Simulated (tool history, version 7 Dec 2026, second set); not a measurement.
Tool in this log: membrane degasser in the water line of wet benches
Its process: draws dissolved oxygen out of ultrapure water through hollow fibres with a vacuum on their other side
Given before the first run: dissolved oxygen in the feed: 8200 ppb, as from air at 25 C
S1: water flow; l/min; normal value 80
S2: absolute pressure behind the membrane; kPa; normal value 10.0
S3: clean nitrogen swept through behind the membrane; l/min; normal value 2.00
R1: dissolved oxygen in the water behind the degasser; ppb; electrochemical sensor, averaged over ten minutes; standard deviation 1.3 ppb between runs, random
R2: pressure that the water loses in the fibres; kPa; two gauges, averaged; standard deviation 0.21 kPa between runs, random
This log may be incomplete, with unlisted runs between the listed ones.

Run 1, hour 0.0: usual settings. Result: R1 524.5 ppb, R2 51.61 kPa.
Run 2, hour 69.7: usual settings. Result: R1 526.0 ppb, R2 51.72 kPa.
Run 3, hour 129.9: usual settings. Result: R1 524.2 ppb, R2 51.98 kPa.
Run 4, hour 185.1: usual settings but S3 3.31 l/min. Result: R1 352.9 ppb, R2 52.03 kPa.
Run 5, hour 279.1: usual settings. Result: R1 524.3 ppb, R2 52.12 kPa.
Run 6, hour 361.0: usual settings. Result: R1 524.5 ppb, R2 52.31 kPa.
Run 7, hour 409.5: usual settings but S2 10.2 kPa. Result: R1 538.1 ppb, R2 51.80 kPa.
Run 8, hour 471.4: usual settings but S2 10.2 kPa. Result: R1 539.4 ppb, R2 52.57 kPa.
Run 9, hour 536.7: usual settings but S1 101 l/min. Result: R1 635.6 ppb, R2 65.90 kPa.
Run 10, hour 626.5: usual settings but S2 19.2 kPa. Result: R1 1147.8 ppb, R2 52.09 kPa.
Run 11, hour 704.4: usual settings but S2 19.2 kPa. Result: R1 1144.3 ppb, R2 52.52 kPa.
At hour 712.3: vacuum gauge calibrated.
Run 12, hour 793.2: usual settings but S1 64 l/min, S3 2.35 l/min. Result: R1 387.4 ppb, R2 41.59 kPa.
Run 13, hour 848.1: usual settings but S1 64 l/min, S3 2.35 l/min. Result: R1 388.3 ppb, R2 41.75 kPa.
At hour 877.0: vacuum gauge calibrated, once more.
Run 14, hour 932.4: usual settings but S1 64 l/min, S2 16.1 kPa, S3 2.47 l/min. Result: R1 674.5 ppb, R2 42.26 kPa.
Run 15, hour 1004.3: usual settings but S1 93 l/min, S2 11.0 kPa, S3 1.48 l/min. Result: R1 825.7 ppb, R2 61.34 kPa.
At hour 1015.8: seals of the vacuum lines changed.
Run 16, hour 1098.9: usual settings but S1 93 l/min, S2 11.0 kPa, S3 1.48 l/min. Result: R1 824.0 ppb, R2 61.23 kPa.
Run 17, hour 1181.3: usual settings but S1 52 l/min, S2 9.3 kPa, S3 1.48 l/min. Result: R1 424.8 ppb, R2 34.27 kPa.

Consider 3 possible next runs. They are alternatives, not a sequence: every one starts from the tool as it was left by run 17. What does each give?
Run A, hour 1241.1: usual settings but S1 52 l/min, S2 20.4 kPa, S3 1.48 l/min. Result: R1 ?, R2 ?.
Run B, hour 1241.1: usual settings but S2 8.0 kPa. Result: R1 ?, R2 ?.
Run C, hour 1241.1: usual settings but S1 55 l/min, S2 9.3 kPa, S3 5.12 l/min. Result: R1 ?, R2 ?.

run      R1     R2
  A  1105.2  34.10
  B   379.6  52.86
  C   153.2  36.36
What these runs would have given with no unlogged condition in the tool:
run      R1     R2
  A  1103.3  32.26
  B   375.7  50.03
  C   152.1  34.42
